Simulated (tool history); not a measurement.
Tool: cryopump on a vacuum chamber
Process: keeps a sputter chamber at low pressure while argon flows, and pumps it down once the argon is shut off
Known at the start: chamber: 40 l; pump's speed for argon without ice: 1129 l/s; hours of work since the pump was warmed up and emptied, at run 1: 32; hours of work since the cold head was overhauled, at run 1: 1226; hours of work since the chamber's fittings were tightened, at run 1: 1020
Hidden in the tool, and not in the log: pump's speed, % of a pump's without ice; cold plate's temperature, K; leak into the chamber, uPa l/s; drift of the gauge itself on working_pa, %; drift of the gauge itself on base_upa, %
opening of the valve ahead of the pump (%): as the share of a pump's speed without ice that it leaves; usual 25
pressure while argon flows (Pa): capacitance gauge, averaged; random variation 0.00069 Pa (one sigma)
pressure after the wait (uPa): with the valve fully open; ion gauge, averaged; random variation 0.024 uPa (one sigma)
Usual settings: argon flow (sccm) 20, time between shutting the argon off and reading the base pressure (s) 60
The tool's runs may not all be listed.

run     day  argon flow (sccm)  time between shutting the argon off and reading the base pressure (s)  opening of the valve ahead of the pump (%)  hours of work since the pump was warmed up and emptied  hours of work since the cold head was overhauled  hours of work since the chamber's fittings were tightened  pressure while argon flows (Pa)  pressure after the wait (uPa)
  1   0.000                 20                                                                     60                                          25                                                      32                                              1226                                                       1020                           0.1197                           2.09
  2   1.800                 20                                                                     60                                          25                                                      53                                              1247                                                       1042                           0.1210                           2.08
  3   3.575                 20                                                                     60                                          25                                                      74                                              1268                                                       1062                           0.1197                           2.15
  4   6.258                 27                                                                     60                                          25                                                     106                                              1299                                                       1094                           0.1626                           2.14
  5   9.221                 27                                                                     60                                          25                                                     141                                              1334                                                       1129                           0.1632                           2.30
  6  11.238                 20                                                                     60                                          25                                                     164                                              1358                                                       1153                           0.1211                           2.30
  7  13.875                 17                                                                     60                                          25                                                     195                                              1389                                                       1184                           0.1031                           2.36
  8  15.275                 17                                                                     60                                          25                                                     212                                              1406                                                       1200                           0.1027                           2.33
  9  16.862                 20                                                                     34                                          25                                                     231                                              1424                                                       1219                           0.1209                           2.88
 10  19.775                 20                                                                    237                                          25                                                     265                                              1459                                                       1253                           0.1217                           2.03
 11  21.688                 20                                                                    237                                          25                                                     287                                              1481                                                       1276                           0.1228                           2.05
 12  24.317                 20                                                                     39                                          25                                                     318                                              1512                                                       1307                           0.1233                           2.92
 13  26.846                 20                                                                     39                                          25                                                     348                                              1542                                                       1336                           0.1220                           2.86
 14  29.438                 20                                                                     60                                          25                                                     379                                              1572                                                       1367                           0.1230                           2.60
 15  31.517                 20                                                                     60                                          25                                                     403                                              1597                                                       1391                           0.1228                           2.69
 16  33.179                 20                                                                     60                                          25                                                     423                                              1616                                                       1411                           0.1225                           2.77
 17  36.029                 11                                                                     60                                          50                                                     456                                              1650                                                       1444                           0.0349                           2.85
 18  38.821                 11                                                                     60                                          50                                                     489                                              1683                                                       1477                           0.0359                           2.86
 19  41.908                 11                                                                     60                                          50                                                     525                                              1719                                                       1514                           0.0352                           2.88
 20  44.204                 11                                                                     60                                          50                                                     552                                              1746                                                       1541                           0.0359                           2.98
 21  46.633                 26                                                                     71                                          31                                                     581                                              1775                                                       1569                           0.1311                           3.01
 22  48.462                 26                                                                    111                                          19                                                     602                                              1796                                                       1591                           0.2118                           2.76
 23  49.946                 26                                                                    111                                          19                                                     620                                              1814                                                       1608                           0.2110                           2.81
 24  52.454                 29                                                                     30                                          19                                                     649                                              1843                                                       1638                           0.2362                           3.80
 25  55.138                 17                                                                     37                                          38                                                     681                                              1875                                                       1669                           0.0722                           3.69
 26  57.308                 13                                                                     21                                          17                                                     707                                              1900                                                       1695                           0.1179                           4.48
 27  60.162                 37                                                                     49                                          40                                                     740                                              1934                                                       1728                           0.1504                           3.41
 28  61.721                 37                                                                    148                                          40                                                     759                                              1952                                                       1747                           0.1502                           2.92
 29  63.783                 37                                                                    148                                          40                                                     783                                              1977                                                       1771                           0.1499                           3.00
 30  65.846                 37                                                                    148                                          40                                                     807                                              2001                                                       1795                           0.1516                           3.10
 31  68.421                 37                                                                    148                                          40                                                     837                                              2031                                                       1826                           0.1487                           3.17

Some steps in pressure while argon flows (Pa) between neighbouring runs. How much of each would the tool show without its hidden state too (settings, what came in, random variation), and how much is left for the hidden state, with any gauge scatter that isn't in both results?
Run 16 -> 17: argon flow (sccm) 20 -> 11, opening of the valve ahead of the pump (%) 25 -> 50. pressure while argon flows (Pa) -0.0876: hidden state -0.0013, all else -0.0863.
Run 20 -> 21: argon flow (sccm) 11 -> 26, time between shutting the argon off and reading the base pressure (s) 60 -> 71, opening of the valve ahead of the pump (%) 50 -> 31. pressure while argon flows (Pa) +0.0952: hidden state +0.0034, all else +0.0918.
Run 24 -> 25: argon flow (sccm) 29 -> 17, time between shutting the argon off and reading the base pressure (s) 30 -> 37, opening of the valve ahead of the pump (%) 19 -> 38. pressure while argon flows (Pa) -0.1640: hidden state -0.0029, all else -0.1611.
Run 26 -> 27: argon flow (sccm) 13 -> 37, time between shutting the argon off and reading the base pressure (s) 21 -> 49, opening of the valve ahead of the pump (%) 17 -> 40. pressure while argon flows (Pa) +0.0325: hidden state +0.0073, all else +0.0252.

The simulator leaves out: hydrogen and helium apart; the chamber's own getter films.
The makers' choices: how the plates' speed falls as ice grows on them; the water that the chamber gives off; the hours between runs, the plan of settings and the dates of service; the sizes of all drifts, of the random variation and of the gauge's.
